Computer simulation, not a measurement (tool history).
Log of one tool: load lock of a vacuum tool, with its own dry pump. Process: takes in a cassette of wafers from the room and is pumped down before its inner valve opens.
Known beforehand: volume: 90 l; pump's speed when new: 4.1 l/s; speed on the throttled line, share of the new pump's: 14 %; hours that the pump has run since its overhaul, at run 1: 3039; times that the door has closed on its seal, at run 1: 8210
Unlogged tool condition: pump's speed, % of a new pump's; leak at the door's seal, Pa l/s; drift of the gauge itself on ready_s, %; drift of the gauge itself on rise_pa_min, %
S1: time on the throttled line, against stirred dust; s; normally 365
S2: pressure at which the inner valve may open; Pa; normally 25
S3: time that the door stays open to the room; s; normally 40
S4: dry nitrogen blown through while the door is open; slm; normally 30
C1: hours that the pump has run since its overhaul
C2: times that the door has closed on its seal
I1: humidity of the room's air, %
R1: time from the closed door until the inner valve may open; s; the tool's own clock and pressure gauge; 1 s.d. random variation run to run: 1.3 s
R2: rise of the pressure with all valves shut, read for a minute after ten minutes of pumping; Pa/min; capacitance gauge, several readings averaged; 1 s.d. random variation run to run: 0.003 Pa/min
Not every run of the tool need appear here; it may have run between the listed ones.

| run | hour | S1 | S2 | S3 | S4 | C1 | C2 | I1 | R1 | R2 |
|---|---|---|---|---|---|---|---|---|---|---|
| 1 | 0 | 365 | 25 | 40 | 30 | 3039 | 8210 | 46.3 | 502.2 | 0.074 |
| 2 | 87.4 | 365 | 25 | 40 | 30 | 3126 | 8456 | 47.1 | 499.9 | 0.079 |
| 3 | 175.9 | 365 | 25 | 40 | 30 | 3215 | 8706 | 42.2 | 500.3 | 0.073 |
| 4 | 296.8 | 365 | 25 | 59 | 30 | 3336 | 9048 | 47.4 | 501.4 | 0.081 |
| 5 | 386.8 | 365 | 25 | 87 | 30 | 3426 | 9302 | 46.2 | 501.9 | 0.089 |
| 6 | 470.5 | 365 | 25 | 87 | 30 | 3510 | 9538 | 47.1 | 500.7 | 0.095 |
| 7 | 551.8 | 365 | 25 | 87 | 30 | 3591 | 9768 | 42 | 502 | 0.094 |
| 8 | 660.7 | 365 | 25 | 40 | 30 | 3700 | 10075 | 43.3 | 501.6 | 0.082 |
| 9 | 732.3 | 529 | 25 | 40 | 30 | 3771 | 10278 | 43.2 | 639.7 | 0.083 |
| 10 | 835.8 | 529 | 25 | 40 | 30 | 3875 | 10570 | 49.4 | 644.2 | 0.095 |
| 11 | 961.3 | 365 | 25 | 144 | 30 | 4000 | 10924 | 46.1 | 503.2 | 0.121 |
| 12 | 1043.2 | 365 | 25 | 144 | 30 | 4082 | 11156 | 44.3 | 503.6 | 0.119 |
| 13 | 1164.6 | 365 | 25 | 92 | 30 | 4204 | 11499 | 41.9 | 503.1 | 0.107 |
| 14 | 1283.1 | 365 | 25 | 92 | 30 | 4322 | 11833 | 44.5 | 505.7 | 0.112 |
| 15 | 1364.8 | 365 | 45 | 40 | 30 | 4404 | 12064 | 45.9 | 490 | 0.106 |
| 16 | 1466.1 | 365 | 45 | 40 | 30 | 4505 | 12350 | 43.4 | 488.2 | 0.106 |
| 17 | 1526.8 | 365 | 25 | 40 | 30 | 4566 | 12521 | 42.6 | 505.6 | 0.107 |
| 18 | 1582.1 | 365 | 40 | 40 | 30 | 4621 | 12678 | 46.3 | 492.7 | 0.107 |
| 19 | 1650.8 | 193 | 25 | 40 | 30 | 4690 | 12872 | 47.3 | 358.2 | 0.111 |
| 20 | 1711 | 365 | 45 | 40 | 11 | 4750 | 13042 | 47.8 | 489.1 | 0.12 |
| 21 | 1773.7 | 616 | 45 | 73 | 11 | 4813 | 13218 | 44.9 | 704.1 | 0.139 |
| 22 | 1850.5 | 195 | 25 | 66 | 11 | 4890 | 13436 | 43.7 | 361 | 0.128 |
| 23 | 1906.3 | 195 | 25 | 66 | 11 | 4945 | 13593 | 42.6 | 362.4 | 0.132 |
| 24 | 1972.9 | 271 | 24 | 238 | 11 | 5012 | 13781 | 43 | 425.8 | 0.18 |
| 25 | 2046 | 625 | 25 | 28 | 26 | 5085 | 13988 | 46.4 | 726.7 | 0.114 |
| 26 | 2102.1 | 365 | 25 | 40 | 17 | 5141 | 14146 | 43.7 | 506.5 | 0.117 |
| 27 | 2158.1 | 365 | 36 | 166 | 5 | 5197 | 14304 | 47.6 | 497.7 | 0.185 |
| 28 | 2228.2 | 365 | 36 | 166 | 5 | 5267 | 14502 | 41.8 | 497.4 | 0.179 |
| 29 | 2346.5 | 365 | 45 | 36 | 30 | 5386 | 14836 | 42.3 | 493.8 | 0.125 |
| 30 | 2421.4 | 365 | 45 | 36 | 30 | 5460 | 15048 | 43.9 | 494.3 | 0.129 |
| 31 | 2512.5 | 365 | 45 | 36 | 30 | 5552 | 15305 | 43.1 | 494.3 | 0.127 |
| 32 | 2600.5 | 365 | 49 | 51 | 23 | 5640 | 15554 | 42.5 | 491.6 | 0.147 |
| 33 | 2717.5 | 529 | 30 | 156 | 26 | 5757 | 15884 | 47 | 641.8 | 0.168 |
| 34 | 2789.8 | 365 | 27 | 182 | 12 | 5829 | 16088 | 46.1 | 507 | 0.197 |
| 35 | 2871.4 | 216 | 33 | 33 | 6 | 5910 | 16319 | 45.1 | 375.1 | 0.149 |
| 36 | 2995.6 | 216 | 33 | 33 | 6 | 6035 | 16669 | 44.9 | 376 | 0.156 |
| 37 | 3089.2 | 510 | 49 | 40 | 16 | 6128 | 16934 | 43.2 | 614.1 | 0.154 |

Measured less the same run without the tool's hidden state. The same run-to-run variation is in both; the gauge's scatter may not be:
| run | R1 | R2 |
|---|---|---|
| 1 | +5.2 | +0.047 |
| 2 | +5.4 | +0.05 |
| 3 | +5.6 | +0.051 |
| 4 | +5.9 | +0.054 |
| 5 | +6.2 | +0.055 |
| 6 | +6.4 | +0.057 |
| 7 | +6.6 | +0.059 |
| 8 | +6.8 | +0.06 |
| 9 | +5.8 | +0.063 |
| 10 | +6 | +0.065 |
| 11 | +7.5 | +0.068 |
| 12 | +7.7 | +0.071 |
| 13 | +8 | +0.072 |
| 14 | +8.3 | +0.074 |
| 15 | +7.7 | +0.078 |
| 16 | +7.8 | +0.081 |
| 17 | +8.9 | +0.079 |
| 18 | +8.3 | +0.082 |
| 19 | +10.9 | +0.083 |
| 20 | +8.4 | +0.086 |
| 21 | +6 | +0.088 |
| 22 | +11.5 | +0.088 |
| 23 | +11.7 | +0.089 |
| 24 | +11.1 | +0.092 |
| 25 | +7.3 | +0.095 |
| 26 | +10.3 | +0.095 |
| 27 | +9.8 | +0.097 |
| 28 | +10 | +0.098 |
| 29 | +9.8 | +0.102 |
| 30 | +10 | +0.104 |
| 31 | +10.2 | +0.107 |
| 32 | +10.3 | +0.11 |
| 33 | +9.4 | +0.113 |
| 34 | +11.9 | +0.116 |
| 35 | +13.6 | +0.119 |
| 36 | +14 | +0.122 |
| 37 | +9.4 | +0.123 |

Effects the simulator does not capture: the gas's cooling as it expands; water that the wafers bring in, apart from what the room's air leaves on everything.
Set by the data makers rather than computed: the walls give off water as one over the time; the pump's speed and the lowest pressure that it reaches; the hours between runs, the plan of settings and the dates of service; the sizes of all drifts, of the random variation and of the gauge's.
